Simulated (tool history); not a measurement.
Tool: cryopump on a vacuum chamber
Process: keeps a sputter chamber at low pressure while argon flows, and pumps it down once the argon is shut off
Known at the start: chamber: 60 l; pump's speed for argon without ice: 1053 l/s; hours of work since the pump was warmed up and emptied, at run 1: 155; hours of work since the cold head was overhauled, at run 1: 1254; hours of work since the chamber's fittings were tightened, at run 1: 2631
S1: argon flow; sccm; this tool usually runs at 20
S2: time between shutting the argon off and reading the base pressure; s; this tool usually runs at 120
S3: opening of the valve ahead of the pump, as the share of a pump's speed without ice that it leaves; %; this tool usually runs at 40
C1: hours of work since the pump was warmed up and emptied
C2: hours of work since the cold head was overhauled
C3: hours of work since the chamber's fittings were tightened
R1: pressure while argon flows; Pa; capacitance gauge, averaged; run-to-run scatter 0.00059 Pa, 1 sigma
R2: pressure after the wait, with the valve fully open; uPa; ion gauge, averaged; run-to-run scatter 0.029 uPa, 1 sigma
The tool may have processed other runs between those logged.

run,hour,S1,S2,S3,C1,C2,C3,R1,R2
1,0,20,120,40,155,1254,2631,0.0829,2.31
# hour 6.4: leaking fittings of the chamber tightened, without venting
2,54.1,20,120,40,196,1294,37,0.0832,1.51
3,100.9,20,120,40,233,1331,74,0.0827,1.49
4,132.1,20,120,40,257,1355,98,0.0824,1.54
5,157.9,20,120,40,277,1375,118,0.0841,1.52
6,211.2,20,120,40,319,1417,160,0.0837,1.55
7,245.8,20,120,40,346,1444,187,0.0846,1.54
8,277.9,20,120,40,371,1469,212,0.0838,1.58
9,336.4,20,120,40,417,1515,258,0.0847,1.55
10,375.4,20,120,40,447,1545,288,0.0855,1.61
11,410.2,20,120,40,474,1572,315,0.0845,1.62
12,447.3,20,33,40,503,1601,344,0.0861,4.58
13,493.8,20,33,40,539,1638,381,0.0865,4.5
14,536.4,20,29,40,573,1671,414,0.0864,5.2
15,568.1,20,29,40,597,1696,439,0.0875,5.18
16,625.4,20,29,40,642,1740,483,0.0869,5.3
17,663.3,20,29,40,672,1770,513,0.0876,5.36
18,690.2,10,39,40,693,1791,534,0.0447,4.14
19,742.9,33,59,59,734,1832,575,0.1033,2.93
20,783.6,15,137,45,766,1864,607,0.0602,1.54
21,838.4,30,191,50,809,1907,650,0.1084,1.33
22,873.7,12,63,40,836,1934,677,0.0538,2.77
23,930.5,9,68,41,880,1979,722,0.0385,2.72
24,977,21,120,32,917,2015,758,0.1156,1.74
25,1024,21,120,33,954,2052,795,0.1132,1.85
26,1064,16,49,30,985,2083,826,0.0943,3.5
27,1117.6,20,91,42,1027,2125,868,0.0875,2.32
28,1151.7,10,120,22,1053,2151,894,0.0793,1.92
# hour 1178.7: pump warmed up, emptied and cooled again
29,1181.1,13,80,41,2,2170,913,0.052,2.33
30,1208.6,13,80,41,23,2192,935,0.052,2.29
31,1239.5,13,80,41,47,2216,959,0.0516,2.38
32,1286.6,13,80,41,84,2253,996,0.0516,2.34
33,1327.5,17,43,36,116,2285,1028,0.078,3.83

A few steps of R1 between consecutive runs. Split each: what settings, incoming material and random variation would produce without the hidden state, and what is left over for the hidden state, along with gauge scatter present in only one of the two compared results (measured, and without hidden state):
Unlogged tool condition in this case: pump's speed, % of a pump's without ice; cold plate's temperature, K; leak into the chamber, uPa l/s; drift of the gauge itself on working_pa, %; drift of the gauge itself on base_upa, %.
Run 18 -> 19: S1 10 -> 33, S2 39 -> 59, S3 40 -> 59. R1 +0.0586 Pa: hidden state +0.0086, all else +0.05.
Run 20 -> 21: S1 15 -> 30, S2 137 -> 191, S3 45 -> 50. R1 +0.0482 Pa: hidden state +0.0065, all else +0.0417.
Run 21 -> 22: S1 30 -> 12, S2 191 -> 63, S3 50 -> 40. R1 -0.0546 Pa: hidden state -0.0073, all else -0.0473.
Run 23 -> 24: S1 9 -> 21, S2 68 -> 120, S3 41 -> 32. R1 +0.0771 Pa: hidden state +0.0059, all else +0.0712.

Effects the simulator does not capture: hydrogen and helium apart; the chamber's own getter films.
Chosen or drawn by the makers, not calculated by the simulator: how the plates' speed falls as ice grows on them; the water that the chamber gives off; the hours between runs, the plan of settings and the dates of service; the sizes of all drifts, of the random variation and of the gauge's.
